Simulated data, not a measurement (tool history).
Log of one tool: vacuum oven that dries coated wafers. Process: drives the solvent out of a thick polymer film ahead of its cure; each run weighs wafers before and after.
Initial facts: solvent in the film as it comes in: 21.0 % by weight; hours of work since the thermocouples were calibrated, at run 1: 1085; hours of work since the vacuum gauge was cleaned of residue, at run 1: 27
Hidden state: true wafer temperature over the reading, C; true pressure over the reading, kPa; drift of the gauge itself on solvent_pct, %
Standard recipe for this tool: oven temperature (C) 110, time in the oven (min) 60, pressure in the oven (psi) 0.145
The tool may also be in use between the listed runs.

| run | hour | oven temperature (C) | time in the oven (min) | pressure in the oven (psi) | hours of work since the thermocouples were calibrated | hours of work since the vacuum gauge was cleaned of residue | solvent left in the film (%) |
|---|---|---|---|---|---|---|---|
| 1 | 0 | 110 | 60 | 0.145 | 1085 | 27 | 2.58 |
| 2 | 18.6 | 110 | 60 | 0.145 | 1094 | 36 | 2.68 |
| 3 | 36.4 | 110 | 60 | 0.112 | 1103 | 45 | 2.38 |
| 4 | 44.4 | 110 | 60 | 0.162 | 1107 | 49 | 2.73 |
| 5 | 63.1 | 110 | 60 | 0.162 | 1117 | 59 | 2.8 |
| 6 | 76.7 | 110 | 60 | 0.162 | 1124 | 66 | 2.73 |
| 7 | 87.1 | 110 | 60 | 0.162 | 1129 | 71 | 2.76 |
| 8 | 101.9 | 110 | 87 | 0.145 | 1136 | 78 | 1.71 |
| 9 | 112.2 | 110 | 60 | 0.145 | 1142 | 84 | 2.64 |
| 10 | 128.4 | 122 | 60 | 0.145 | 1150 | 92 | 1 |
| 11 | 136.6 | 110 | 64 | 0.145 | 1154 | 96 | 2.43 |
| 12 | 147.6 | 110 | 60 | 0.145 | 1159 | 101 | 2.62 |
| 13 | 161.4 | 108 | 60 | 0.254 | 1166 | 108 | 4.01 |
| 14 | 173.1 | 108 | 60 | 0.254 | 1172 | 114 | 3.82 |
|  | 175.8 | vacuum gauge cleaned of residue and calibrated |
| 15 | 188.6 | 95 | 89 | 0.219 | 1179 | 6 | 5.97 |
| 16 | 200 | 121 | 43 | 0.107 | 1185 | 12 | 1.37 |
| 17 | 219 | 121 | 43 | 0.107 | 1195 | 22 | 1.41 |
| 18 | 229.7 | 102 | 60 | 0.155 | 1200 | 27 | 5.08 |
| 19 | 242.1 | 102 | 46 | 0.155 | 1206 | 33 | 6.35 |
|  | 252.3 | vacuum gauge cleaned of residue and calibrated, once more |
| 20 | 257.3 | 122 | 46 | 0.29 | 1213 | 3 | 2.24 |
| 21 | 268.5 | 122 | 46 | 0.29 | 1219 | 8 | 2.1 |
| 22 | 283.3 | 113 | 45 | 0.135 | 1226 | 16 | 2.9 |
| 23 | 298.9 | 110 | 47 | 0.412 | 1234 | 24 | 5.49 |
| 24 | 308.1 | 98 | 42 | 0.126 | 1239 | 28 | 8.08 |

3 options for the next run, each taken on its own from the tool as it stands now. Forecast them:
| A | 318.4 | 110 | 31 | 0.238 | 1244 | 33 | ? |
| B | 318.4 | 116 | 48 | 0.145 | 1244 | 33 | ? |
| C | 318.4 | 119 | 72 | 0.132 | 1244 | 33 | ? |

| run | solvent left in the film (%) |
|---|---|
| A | 6.3 |
| B | 2.18 |
| C | 1.04 |
The same runs, with their run-to-run variation unchanged, on a tool lacking any hidden condition would have given:
| run | solvent left in the film (%) |
|---|---|
| A | 6.65 |
| B | 2.37 |
| C | 1.1 |
